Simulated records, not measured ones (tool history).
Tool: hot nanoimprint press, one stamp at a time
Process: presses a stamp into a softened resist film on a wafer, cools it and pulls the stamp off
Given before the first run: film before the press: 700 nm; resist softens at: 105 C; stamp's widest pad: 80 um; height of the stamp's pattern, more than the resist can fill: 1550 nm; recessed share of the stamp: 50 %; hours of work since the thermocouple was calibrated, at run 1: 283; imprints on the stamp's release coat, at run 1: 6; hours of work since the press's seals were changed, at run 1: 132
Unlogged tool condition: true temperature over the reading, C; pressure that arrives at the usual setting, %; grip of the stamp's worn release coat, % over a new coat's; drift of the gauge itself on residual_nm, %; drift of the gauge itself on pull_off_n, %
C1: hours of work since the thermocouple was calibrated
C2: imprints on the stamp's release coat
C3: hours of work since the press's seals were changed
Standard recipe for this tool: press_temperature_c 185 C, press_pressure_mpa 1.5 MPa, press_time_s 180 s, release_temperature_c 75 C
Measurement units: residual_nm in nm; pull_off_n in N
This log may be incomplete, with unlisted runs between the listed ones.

{"run": 1, "hour": 0.0, "press_temperature_c": 185, "press_pressure_mpa": 1.5, "press_time_s": 180, "release_temperature_c": 75, "C1": 283, "C2": 6, "C3": 132, "residual_nm": 378, "pull_off_n": 123}
{"hour": 27.9, "done": "plate thermocouple calibrated"}
{"run": 2, "hour": 30.5, "press_temperature_c": 185, "press_pressure_mpa": 1.3, "press_time_s": 180, "release_temperature_c": 75, "C1": 2, "C2": 115, "C3": 152, "residual_nm": 396, "pull_off_n": 121}
{"run": 3, "hour": 63.3, "press_temperature_c": 185, "press_pressure_mpa": 1.3, "press_time_s": 180, "release_temperature_c": 75, "C1": 26, "C2": 244, "C3": 176, "residual_nm": 395.7, "pull_off_n": 127}
{"run": 4, "hour": 84.8, "press_temperature_c": 185, "press_pressure_mpa": 1.3, "press_time_s": 180, "release_temperature_c": 75, "C1": 41, "C2": 329, "C3": 192, "residual_nm": 395.9, "pull_off_n": 129}
{"run": 5, "hour": 117.1, "press_temperature_c": 185, "press_pressure_mpa": 1.3, "press_time_s": 180, "release_temperature_c": 75, "C1": 65, "C2": 457, "C3": 216, "residual_nm": 397.1, "pull_off_n": 125}
{"run": 6, "hour": 150.8, "press_temperature_c": 185, "press_pressure_mpa": 1.3, "press_time_s": 180, "release_temperature_c": 75, "C1": 90, "C2": 590, "C3": 240, "residual_nm": 397.7, "pull_off_n": 123}
{"run": 7, "hour": 177.6, "press_temperature_c": 185, "press_pressure_mpa": 1.3, "press_time_s": 180, "release_temperature_c": 75, "C1": 109, "C2": 695, "C3": 260, "residual_nm": 396.4, "pull_off_n": 131}
{"hour": 210.1, "done": "plate thermocouple calibrated, once more"}
{"run": 8, "hour": 211.7, "press_temperature_c": 185, "press_pressure_mpa": 1.5, "press_time_s": 180, "release_temperature_c": 73, "C1": 1, "C2": 818, "C3": 282, "residual_nm": 382.7, "pull_off_n": 142}
{"run": 9, "hour": 245.1, "press_temperature_c": 185, "press_pressure_mpa": 1.5, "press_time_s": 180, "release_temperature_c": 73, "C1": 26, "C2": 950, "C3": 307, "residual_nm": 379.9, "pull_off_n": 141}
{"run": 10, "hour": 267.8, "press_temperature_c": 185, "press_pressure_mpa": 1.5, "press_time_s": 180, "release_temperature_c": 73, "C1": 42, "C2": 1039, "C3": 323, "residual_nm": 381.7, "pull_off_n": 150}
{"run": 11, "hour": 299.9, "press_temperature_c": 185, "press_pressure_mpa": 1.5, "press_time_s": 180, "release_temperature_c": 73, "C1": 65, "C2": 1166, "C3": 347, "residual_nm": 383.4, "pull_off_n": 150}
{"run": 12, "hour": 321.6, "press_temperature_c": 180, "press_pressure_mpa": 1.5, "press_time_s": 180, "release_temperature_c": 73, "C1": 81, "C2": 1252, "C3": 362, "residual_nm": 425.4, "pull_off_n": 152}
{"run": 13, "hour": 359.7, "press_temperature_c": 185, "press_pressure_mpa": 1.5, "press_time_s": 180, "release_temperature_c": 75, "C1": 109, "C2": 1402, "C3": 390, "residual_nm": 381.6, "pull_off_n": 149}
{"run": 14, "hour": 384.5, "press_temperature_c": 185, "press_pressure_mpa": 1.5, "press_time_s": 180, "release_temperature_c": 75, "C1": 127, "C2": 1500, "C3": 408, "residual_nm": 382.2, "pull_off_n": 144}
{"run": 15, "hour": 420.0, "press_temperature_c": 185, "press_pressure_mpa": 2.2, "press_time_s": 180, "release_temperature_c": 75, "C1": 153, "C2": 1640, "C3": 434, "residual_nm": 322.8, "pull_off_n": 151}
{"run": 16, "hour": 442.8, "press_temperature_c": 174, "press_pressure_mpa": 1.33, "press_time_s": 257, "release_temperature_c": 71, "C1": 170, "C2": 1730, "C3": 451, "residual_nm": 454.2, "pull_off_n": 171}
{"run": 17, "hour": 471.3, "press_temperature_c": 174, "press_pressure_mpa": 1.33, "press_time_s": 257, "release_temperature_c": 71, "C1": 190, "C2": 1842, "C3": 471, "residual_nm": 452.5, "pull_off_n": 176}

Expected results for the next run?
{"run": 18, "hour": 493.6, "press_temperature_c": 185, "press_pressure_mpa": 0.97, "press_time_s": 180, "release_temperature_c": 75, "C1": 207, "C2": 1930, "C3": 488, "residual_nm": "?", "pull_off_n": "?"}

{"run 18": {"residual_nm": 454, "pull_off_n": 155}}
Were there no unlogged condition in the tool, this run, its random variation unchanged, would have produced residual_nm 456.8 nm, pull_off_n 120 N.
